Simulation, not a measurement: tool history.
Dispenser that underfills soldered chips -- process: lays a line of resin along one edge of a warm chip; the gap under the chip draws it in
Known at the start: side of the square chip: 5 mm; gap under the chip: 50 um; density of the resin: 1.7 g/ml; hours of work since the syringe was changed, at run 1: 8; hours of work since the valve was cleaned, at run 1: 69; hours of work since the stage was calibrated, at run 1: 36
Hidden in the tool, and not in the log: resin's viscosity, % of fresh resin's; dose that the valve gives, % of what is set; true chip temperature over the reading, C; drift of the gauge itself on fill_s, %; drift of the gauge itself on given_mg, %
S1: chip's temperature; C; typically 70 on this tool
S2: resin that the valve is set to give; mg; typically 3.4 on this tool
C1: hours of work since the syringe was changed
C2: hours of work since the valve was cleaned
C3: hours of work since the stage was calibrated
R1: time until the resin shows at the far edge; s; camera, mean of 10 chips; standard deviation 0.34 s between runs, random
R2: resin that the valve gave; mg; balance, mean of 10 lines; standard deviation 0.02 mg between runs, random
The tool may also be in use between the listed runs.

run   hour  S1    S2  C1   C2   C3    R1    R2
  1      0  70   3.4   8   69   36  24.9  3.35
       1.8  -- new syringe of resin
  2    9.5  66   3.4   5   75   42  26.3  3.31
      16.5  -- new syringe of resin
  3   20.7  70   3.1   3   82   49  18.3     3
        31  -- new syringe of resin
  4     31  70   3.1   0   89   55  15.6  3.01
  5   39.8  70   3.1   6   95   61  22.1     3
      45.2  -- new syringe of resin
  6   51.7  70   3.1   4  102   69  20.8  2.97
      59.8  -- new syringe of resin
  7   66.3  70   3.1   4  111   78  21.2  2.98
      74.2  -- new syringe of resin
  8   77.7  58   3.1   2  119   85  35.5     3
  9   86.3  58   3.1   8  124   91  47.8  2.97
      88.3  -- new syringe of resin
      90.2  -- dispensing valve cleaned and set on the balance
 10   96.8  70   3.4   5    4   97  20.6  3.39
     103.2  -- new syringe of resin
 11  110.8  70   3.4   5   13  106  21.1  3.38
     118.3  -- new syringe of resin
 12  126.8  70  3.73   6   23  116  20.7   3.7
     132.3  -- new syringe of resin
 13  141.2  70  3.73   6   33  125  21.4   3.7
     146.2  -- new syringe of resin
 14  154.3  78   3.4   5   41  133  13.9  3.36
     160.3  -- new syringe of resin
 15  170.9  78   3.4   7   52  144  14.9  3.35
     174.2  -- new syringe of resin
 16    183  78   3.4   6   59  152  14.2  3.32
     189.4  -- new syringe of resin
 17  191.8  70  3.62   2   65  157  17.3  3.55
 18  202.2  70  3.62   8   72  164  25.2  3.54
     203.5  -- new syringe of resin
 19  215.1  63  3.13   8   80  172  34.9  3.03
     218.2  -- new syringe of resin
 20  226.8  63  3.13   6   87  180  31.7  3.04
     232.6  -- new syringe of resin
 21  240.5  59  3.74   5   96  188  36.4  3.61
     246.7  -- new syringe of resin
 22  254.9  59  3.74   5  105  198  37.9   3.6
     261.5  -- new syringe of resin
 23  263.6  59  3.74   1  111  203  29.6  3.61
 24  271.2  61   3.4   6  116  208  35.3  3.26
     276.1  -- new syringe of resin
 25  279.4  77  3.25   2  121  213    12  3.12
     288.5  -- dispensing valve cleaned and set on the balance
     291.2  -- new syringe of resin
 26  294.4  62  3.26   2    4  222  26.3  3.26
     305.1  -- new syringe of resin
 27  308.4  61  3.13   2   13  231  28.1  3.12
     319.9  -- new syringe of resin
 28  320.5  77  3.45   0   20  239  10.7  3.44
 29  329.7  77  3.45   6   26  245  14.8   3.4
     333.7  -- new syringe of resin
 30  338.9  77  3.45   3   32  251  12.9  3.43
     347.9  -- new syringe of resin
 31  349.1  66  4.26   1   39  257    20   4.2
 32  356.4  65  4.34   6   43  262  27.1  4.26
     362.5  -- new syringe of resin
 33  366.3  65  4.34   3   50  268  23.2  4.32
     376.5  -- new syringe of resin
 34    380  84  3.51   2   58  277   8.1  3.46
     391.2  -- new syringe of resin
 35  391.2  58  3.57   0   65  284  29.7  3.47

What if the next run were any one of these 4? Each begins from the tool's condition after run 35:
     405.7  -- new syringe of resin
  A  407.4  77  3.84   1  76  294   ?   ?
     405.7  -- new syringe of resin
  B  407.4  70  3.06   1  76  294   ?   ?
     405.7  -- new syringe of resin
  C  407.4  70  4.29   1  76  294   ?   ?
     405.7  -- new syringe of resin
  D  407.4  57   3.3   1  76  294   ?   ?

run    R1    R2
  A  10.5  3.74
  B  15.9  3.01
  C  15.6   4.2
  D  33.6  3.27
Without the tool's hidden state the same runs would have given:
run    R1    R2
  A  10.6  3.83
  B    16  3.08
  C  15.7   4.3
  D  33.9  3.34

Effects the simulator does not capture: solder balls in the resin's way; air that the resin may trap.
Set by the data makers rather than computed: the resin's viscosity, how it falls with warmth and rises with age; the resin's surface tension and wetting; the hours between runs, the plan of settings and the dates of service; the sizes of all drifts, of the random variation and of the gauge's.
